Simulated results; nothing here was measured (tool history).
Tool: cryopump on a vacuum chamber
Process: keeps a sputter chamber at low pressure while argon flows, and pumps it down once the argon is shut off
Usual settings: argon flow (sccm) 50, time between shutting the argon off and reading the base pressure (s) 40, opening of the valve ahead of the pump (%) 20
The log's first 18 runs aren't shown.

run   hour  argon flow (sccm)  time between shutting the argon off and reading the base pressure (s)  opening of the valve ahead of the pump (%)  pressure while argon flows (Pa)  pressure after the wait (uPa)
 19    191                 50                                                                     21                                          16                           0.3312                            6.6
 20  199.1                 50                                                                     40                                          31                           0.1727                           4.52
 21  208.7                 50                                                                    110                                          56                           0.0974                           3.16
 22  217.9                 24                                                                     40                                          41                           0.0634                           4.57
 23  227.8                 24                                                                     40                                          41                           0.0635                           4.56
 24  240.6                 42                                                                     40                                          34                           0.1333                           4.55
 25  250.2                 42                                                                     40                                          34                           0.1335                           4.56
 26  265.1                 42                                                                     40                                          34                           0.1332                           4.63
 27  271.5                 42                                                                     40                                          34                           0.1331                           4.55
 28  284.1                 42                                                                     40                                          28                           0.1607                           4.79
 29  296.8                 73                                                                     40                                          21                           0.3721                           4.62
 30  310.2                 73                                                                    171                                          28                           0.2811                           3.08
 31  325.5                 73                                                                    171                                          28                           0.2818                           3.05

The next listed run, before its measurement:
 32  333.4                 50                                                                     67                                          32                                ?                              ?

Run 32 gave pressure while argon flows (Pa) 0.1699, pressure after the wait (uPa) 3.9.
Without the tool's hidden state the same run would have given pressure while argon flows (Pa) 0.1636, pressure after the wait (uPa) 1.46.

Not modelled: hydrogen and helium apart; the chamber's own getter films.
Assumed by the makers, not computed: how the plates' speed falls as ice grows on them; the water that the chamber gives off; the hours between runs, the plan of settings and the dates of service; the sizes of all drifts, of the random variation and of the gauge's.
